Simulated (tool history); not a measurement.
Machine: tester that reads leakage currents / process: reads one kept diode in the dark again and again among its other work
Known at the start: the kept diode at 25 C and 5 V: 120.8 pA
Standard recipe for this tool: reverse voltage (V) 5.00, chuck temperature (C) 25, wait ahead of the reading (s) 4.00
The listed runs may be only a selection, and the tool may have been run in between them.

run,hour,reverse voltage (V),chuck temperature (C),wait ahead of the reading (s),current that the tester gives (pA)
1,0.0,5.00,25,4.00,124.30
2,71.5,5.00,25,4.00,124.96
3,124.0,4.84,25,4.00,123.01
4,198.7,4.84,25,4.00,124.51
5,272.6,13.38,25,4.00,211.85
6,337.1,13.38,25,4.00,212.13
7,402.4,13.38,25,4.00,214.22
8,456.1,13.38,25,4.00,214.50
9,508.5,13.38,25,4.00,216.00
10,562.1,13.38,25,8.41,216.74
11,594.5,14.58,39,8.41,731.98
12,667.0,5.76,26,4.89,153.34
13,719.4,4.90,53,1.72,1257.94
14,772.0,4.90,53,1.72,1264.64
# hour 801.0: probe card cleaned and baked
# hour 824.0: chuck's temperature calibrated
15,838.0,15.42,53,4.87,2152.05
16,911.3,1.46,53,4.00,661.71

5 options for the next run, each taken on its own from the tool as it stands now. Forecast them:
A,978.8,2.29,30,8.23,?
B,978.8,2.74,29,4.00,?
C,978.8,5.09,22,4.16,?
D,978.8,1.46,54,4.00,?
E,978.8,1.46,32,1.74,?

run,current that the tester gives (pA)
A,129.11
B,130.13
C,94.86
D,715.24
E,122.26
What these runs would have given with no unlogged condition in the tool:
run,current that the tester gives (pA)
A,127.03
B,127.98
C,92.94
D,705.95
E,120.38

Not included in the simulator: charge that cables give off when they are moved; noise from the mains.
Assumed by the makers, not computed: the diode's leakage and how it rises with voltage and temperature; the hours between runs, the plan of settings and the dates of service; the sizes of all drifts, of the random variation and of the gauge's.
